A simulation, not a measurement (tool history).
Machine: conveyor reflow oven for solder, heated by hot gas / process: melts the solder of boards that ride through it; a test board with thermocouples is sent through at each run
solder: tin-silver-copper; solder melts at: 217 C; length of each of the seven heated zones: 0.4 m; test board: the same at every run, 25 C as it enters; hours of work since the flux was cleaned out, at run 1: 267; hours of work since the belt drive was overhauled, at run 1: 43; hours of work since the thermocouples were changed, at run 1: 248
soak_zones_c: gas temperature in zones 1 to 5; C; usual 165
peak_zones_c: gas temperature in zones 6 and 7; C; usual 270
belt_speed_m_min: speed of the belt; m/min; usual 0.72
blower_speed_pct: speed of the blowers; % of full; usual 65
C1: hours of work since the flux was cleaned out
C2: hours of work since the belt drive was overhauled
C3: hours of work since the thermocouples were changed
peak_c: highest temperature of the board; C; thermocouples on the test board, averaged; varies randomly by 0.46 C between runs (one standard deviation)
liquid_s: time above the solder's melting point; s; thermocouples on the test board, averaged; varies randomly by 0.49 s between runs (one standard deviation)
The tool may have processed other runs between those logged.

{"run": 1, "day": 0.0, "soak_zones_c": 165, "peak_zones_c": 270, "belt_speed_m_min": 0.72, "blower_speed_pct": 65, "C1": 267, "C2": 43, "C3": 248, "peak_c": 242.2, "liquid_s": 37.9}
{"day": 1.079, "done": "flux residue cleaned out of gas plates and filters"}
{"run": 2, "day": 1.121, "soak_zones_c": 165, "peak_zones_c": 270, "belt_speed_m_min": 0.72, "blower_speed_pct": 76, "C1": 1, "C2": 57, "C3": 261, "peak_c": 248.6, "liquid_s": 43.6}
{"run": 3, "day": 1.85, "soak_zones_c": 165, "peak_zones_c": 261, "belt_speed_m_min": 0.72, "blower_speed_pct": 65, "C1": 11, "C2": 67, "C3": 271, "peak_c": 237.6, "liquid_s": 33.3}
{"run": 4, "day": 2.854, "soak_zones_c": 165, "peak_zones_c": 270, "belt_speed_m_min": 0.72, "blower_speed_pct": 65, "C1": 26, "C2": 82, "C3": 286, "peak_c": 245.2, "liquid_s": 41}
{"run": 5, "day": 3.429, "soak_zones_c": 165, "peak_zones_c": 270, "belt_speed_m_min": 0.72, "blower_speed_pct": 65, "C1": 34, "C2": 90, "C3": 294, "peak_c": 245.1, "liquid_s": 40}
{"run": 6, "day": 4.142, "soak_zones_c": 165, "peak_zones_c": 270, "belt_speed_m_min": 0.72, "blower_speed_pct": 65, "C1": 44, "C2": 100, "C3": 305, "peak_c": 244.7, "liquid_s": 39.7}
{"run": 7, "day": 5.2, "soak_zones_c": 165, "peak_zones_c": 270, "belt_speed_m_min": 0.72, "blower_speed_pct": 65, "C1": 60, "C2": 116, "C3": 320, "peak_c": 245.4, "liquid_s": 40}
{"run": 8, "day": 5.825, "soak_zones_c": 165, "peak_zones_c": 264, "belt_speed_m_min": 0.72, "blower_speed_pct": 65, "C1": 69, "C2": 125, "C3": 329, "peak_c": 240.5, "liquid_s": 35.1}
{"run": 9, "day": 6.412, "soak_zones_c": 165, "peak_zones_c": 264, "belt_speed_m_min": 0.72, "blower_speed_pct": 65, "C1": 77, "C2": 133, "C3": 338, "peak_c": 240.4, "liquid_s": 35.1}
{"run": 10, "day": 7.067, "soak_zones_c": 165, "peak_zones_c": 264, "belt_speed_m_min": 0.72, "blower_speed_pct": 65, "C1": 87, "C2": 143, "C3": 347, "peak_c": 239.6, "liquid_s": 35.6}
{"run": 11, "day": 7.738, "soak_zones_c": 165, "peak_zones_c": 264, "belt_speed_m_min": 0.72, "blower_speed_pct": 65, "C1": 97, "C2": 153, "C3": 357, "peak_c": 240.5, "liquid_s": 35.6}
{"run": 12, "day": 8.192, "soak_zones_c": 165, "peak_zones_c": 283, "belt_speed_m_min": 0.72, "blower_speed_pct": 65, "C1": 103, "C2": 159, "C3": 364, "peak_c": 254.7, "liquid_s": 46.5}
{"run": 13, "day": 8.842, "soak_zones_c": 165, "peak_zones_c": 283, "belt_speed_m_min": 0.72, "blower_speed_pct": 65, "C1": 113, "C2": 169, "C3": 373, "peak_c": 254.1, "liquid_s": 47.5}
{"run": 14, "day": 9.796, "soak_zones_c": 165, "peak_zones_c": 283, "belt_speed_m_min": 0.72, "blower_speed_pct": 65, "C1": 127, "C2": 183, "C3": 387, "peak_c": 254.3, "liquid_s": 46.8}
{"run": 15, "day": 10.483, "soak_zones_c": 165, "peak_zones_c": 270, "belt_speed_m_min": 0.72, "blower_speed_pct": 65, "C1": 136, "C2": 192, "C3": 397, "peak_c": 244.5, "liquid_s": 39.5}
{"run": 16, "day": 11.333, "soak_zones_c": 165, "peak_zones_c": 270, "belt_speed_m_min": 0.756, "blower_speed_pct": 52, "C1": 149, "C2": 205, "C3": 409, "peak_c": 236.6, "liquid_s": 29.1}
{"run": 17, "day": 11.879, "soak_zones_c": 165, "peak_zones_c": 270, "belt_speed_m_min": 0.756, "blower_speed_pct": 52, "C1": 157, "C2": 213, "C3": 417, "peak_c": 237, "liquid_s": 29.8}
{"run": 18, "day": 12.325, "soak_zones_c": 155, "peak_zones_c": 270, "belt_speed_m_min": 0.724, "blower_speed_pct": 53, "C1": 163, "C2": 219, "C3": 423, "peak_c": 236.4, "liquid_s": 28}
{"run": 19, "day": 13.112, "soak_zones_c": 155, "peak_zones_c": 270, "belt_speed_m_min": 0.724, "blower_speed_pct": 53, "C1": 175, "C2": 231, "C3": 435, "peak_c": 236.4, "liquid_s": 28.1}
{"run": 20, "day": 13.888, "soak_zones_c": 155, "peak_zones_c": 270, "belt_speed_m_min": 0.724, "blower_speed_pct": 53, "C1": 186, "C2": 242, "C3": 446, "peak_c": 235.7, "liquid_s": 27.6}
{"run": 21, "day": 14.371, "soak_zones_c": 155, "peak_zones_c": 267, "belt_speed_m_min": 0.724, "blower_speed_pct": 53, "C1": 193, "C2": 249, "C3": 453, "peak_c": 234.9, "liquid_s": 25.7}
{"run": 22, "day": 15.262, "soak_zones_c": 165, "peak_zones_c": 261, "belt_speed_m_min": 0.72, "blower_speed_pct": 74, "C1": 206, "C2": 262, "C3": 466, "peak_c": 239.6, "liquid_s": 36}
{"run": 23, "day": 16.2, "soak_zones_c": 165, "peak_zones_c": 261, "belt_speed_m_min": 0.72, "blower_speed_pct": 65, "C1": 219, "C2": 275, "C3": 480, "peak_c": 235.9, "liquid_s": 32.7}
{"run": 24, "day": 17.217, "soak_zones_c": 165, "peak_zones_c": 261, "belt_speed_m_min": 0.72, "blower_speed_pct": 65, "C1": 234, "C2": 290, "C3": 494, "peak_c": 236.4, "liquid_s": 32.5}
{"run": 25, "day": 18.104, "soak_zones_c": 157, "peak_zones_c": 261, "belt_speed_m_min": 0.688, "blower_speed_pct": 55, "C1": 247, "C2": 303, "C3": 507, "peak_c": 233.2, "liquid_s": 26.8}
{"run": 26, "day": 18.725, "soak_zones_c": 165, "peak_zones_c": 273, "belt_speed_m_min": 0.72, "blower_speed_pct": 88, "C1": 256, "C2": 312, "C3": 516, "peak_c": 252.3, "liquid_s": 46.6}
{"run": 27, "day": 19.183, "soak_zones_c": 161, "peak_zones_c": 272, "belt_speed_m_min": 0.689, "blower_speed_pct": 61, "C1": 263, "C2": 319, "C3": 523, "peak_c": 245, "liquid_s": 40.7}
{"run": 28, "day": 19.942, "soak_zones_c": 161, "peak_zones_c": 272, "belt_speed_m_min": 0.689, "blower_speed_pct": 59, "C1": 274, "C2": 330, "C3": 534, "peak_c": 244.4, "liquid_s": 39.7}
{"day": 20.612, "done": "flux residue cleaned out of gas plates and filters"}
{"run": 29, "day": 20.879, "soak_zones_c": 161, "peak_zones_c": 274, "belt_speed_m_min": 0.689, "blower_speed_pct": 59, "C1": 4, "C2": 340, "C3": 545, "peak_c": 248.2, "liquid_s": 42.6}
{"run": 30, "day": 21.429, "soak_zones_c": 176, "peak_zones_c": 280, "belt_speed_m_min": 0.67, "blower_speed_pct": 74, "C1": 12, "C2": 348, "C3": 553, "peak_c": 261.8, "liquid_s": 58.6}

Some steps in peak_c between neighbouring runs. How much of each would the tool show without its hidden state too (settings, what came in, random variation), and how much is left for the hidden state, with any gauge scatter that isn't in both results?
The tool's hidden condition here consists of: heat that the gas passes to the board, % of a clean oven's; belt's true speed, % of the reading; true gas temperature in zones 6 and 7 over the reading, C; drift of the gauge itself on peak_c, C; drift of the gauge itself on liquid_s, %.
Run 1 -> 2: blower_speed_pct 65 -> 76, flux residue cleaned out of gas plates and filters. peak_c +6.4 C: hidden state +2.5, all else +3.9.
Run 11 -> 12: peak_zones_c 264 -> 283. peak_c +14.2 C: hidden state -0.1, all else +14.3.
Run 25 -> 26: soak_zones_c 157 -> 165, peak_zones_c 261 -> 273, belt_speed_m_min 0.688 -> 0.72, blower_speed_pct 55 -> 88. peak_c +19.1 C: hidden state -0.4, all else +19.5.
Run 28 -> 29: peak_zones_c 272 -> 274, flux residue cleaned out of gas plates and filters. peak_c +3.8 C: hidden state +2.6, all else +1.2.
Run 29 -> 30: soak_zones_c 161 -> 176, peak_zones_c 274 -> 280, belt_speed_m_min 0.689 -> 0.67, blower_speed_pct 59 -> 74. peak_c +13.6 C: hidden state +0, all else +13.6.
